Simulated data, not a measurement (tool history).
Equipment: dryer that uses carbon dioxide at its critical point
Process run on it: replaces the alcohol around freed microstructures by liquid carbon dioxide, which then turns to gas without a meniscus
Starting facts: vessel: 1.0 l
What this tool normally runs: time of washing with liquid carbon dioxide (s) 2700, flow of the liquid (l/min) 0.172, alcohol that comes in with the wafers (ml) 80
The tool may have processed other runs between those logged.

run	hour	time of washing with liquid carbon dioxide (s)	flow of the liquid (l/min)	alcohol that comes in with the wafers (ml)	alcohol left in the vessel before it's heated (ppm by volume)
1	0.0	2700	0.172	80	148
2	35.9	2700	0.133	80	352
3	67.2	2700	0.133	80	370
4	87.5	2100	0.133	80	1084
5	120.4	2100	0.133	80	1084
6	151.4	2100	0.133	21	363
7	183.3	2100	0.133	21	376
8	224.9	2100	0.133	21	366
9	258.7	2100	0.133	21	388
10	306.2	2040	0.172	80	524
11	339.1	2700	0.172	80	187
12	367.6	4080	0.172	80	119
13	410.3	4080	0.246	73	120
14	458.1	1980	0.172	80	670
15	500.6	1980	0.172	80	700
16	526.4	4080	0.172	77	133
# hour 538.8: purifier's bed changed
17	559.9	3720	0.172	23	9
18	599.8	3720	0.172	23	10
19	620.8	2520	0.292	86	9
20	662.7	3180	0.292	46	14
21	700.4	2220	0.106	21	747
22	745.2	2520	0.245	80	28
# hour 757.0: inlet filter changed
23	779.7	2520	0.245	80	21

Branching from run 23: 3 alternative next runs. What would each branch give?
A	800.2	2520	0.245	78	?
B	800.2	2700	0.237	23	?
C	800.2	3060	0.245	30	?

run	alcohol left in the vessel before it's heated (ppm by volume)
A	10
B	20
C	20
Stripped of hidden state, with their random variation kept, the same runs would have yielded:
run	alcohol left in the vessel before it's heated (ppm by volume)
A	0
B	6
C	7
